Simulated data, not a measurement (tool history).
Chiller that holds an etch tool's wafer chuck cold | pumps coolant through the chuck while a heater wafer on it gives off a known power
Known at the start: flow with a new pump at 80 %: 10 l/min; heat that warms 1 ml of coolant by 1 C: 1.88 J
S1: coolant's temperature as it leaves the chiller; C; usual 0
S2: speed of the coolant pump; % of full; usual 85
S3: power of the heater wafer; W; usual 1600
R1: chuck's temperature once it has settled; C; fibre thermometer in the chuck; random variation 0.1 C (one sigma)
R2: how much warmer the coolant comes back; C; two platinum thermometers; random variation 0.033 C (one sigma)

run   hour  S1  S2    S3    R1    R2
  1    0.0   0  85  1600  11.0  5.01
  2   43.6   0  85  1600  10.9  4.97
  3   76.6   0  85  1600  11.0  5.03
  4   98.5   0  85  1600  11.0  4.99
  5  138.5   0  85  1600  10.8  5.02
  6  156.9   0  85  1574  10.8  4.95
  7  185.2   0  85  1574  10.8  4.95
  8  228.9   5  85  1600  15.9  5.04
  9  251.8   5  85  1600  16.0  5.03
 10  286.3   0  85   979   6.8  3.09
 11  313.3   0  85   979   6.6  3.09
 12  338.2   0  85   979   6.7  3.07
 13  371.1   0  85  1600  10.9  5.05
 14  397.9   7  85  1600  17.8  5.01
     402.1  -- chiller's thermometer calibrated
 15  441.3   0  85  1600  11.1  4.99
 16  462.3   0  85  1090   7.4  3.43
 17  497.6  -6  75   945   1.0  3.40
     520.2  -- chiller's thermometer calibrated, once more
 18  520.2  -4  89  2284  11.5  6.90
 19  551.9  -3  80  1615   8.8  5.44
 20  589.4   5  61  1186  15.6  5.38
 21  619.5   5  61  1186  15.6  5.31
 22  651.3   5  61  1148  15.3  5.27
 23  672.9   5  61  1148  15.3  5.20
 24  704.9   5  61  1596  19.3  7.20
 25  748.4  -1  90   930   5.1  2.79
 26  771.6  -1  90   930   5.4  2.76
 27  803.2  -1  90   930   5.3  2.79
 28  834.4  -1  90   930   5.5  2.83
 29  875.8   0  86  1289   9.1  4.17
 30  894.1   0  86  1289   9.2  4.10
 31  934.3   0  85  1989  14.1  6.39
 32  954.9   6  83  1983  20.6  6.50

4 ways to go on from here, each from the tool as it stands after run 32. What would each give?
  A  976.3  -3  85   824   ?   ?
  B  976.3   0  72  1903   ?   ?
  C  976.3   0  85  1835   ?   ?
  D  976.3   1  85  1600   ?   ?

run    R1    R2
  A   2.8  2.65
  B  15.3  7.30
  C  13.2  5.88
  D  12.4  5.10
Without the tool's hidden state the same runs would have given:
run    R1    R2
  A   2.1  2.47
  B  13.6  6.80
  C  11.7  5.48
  D  11.1  4.75
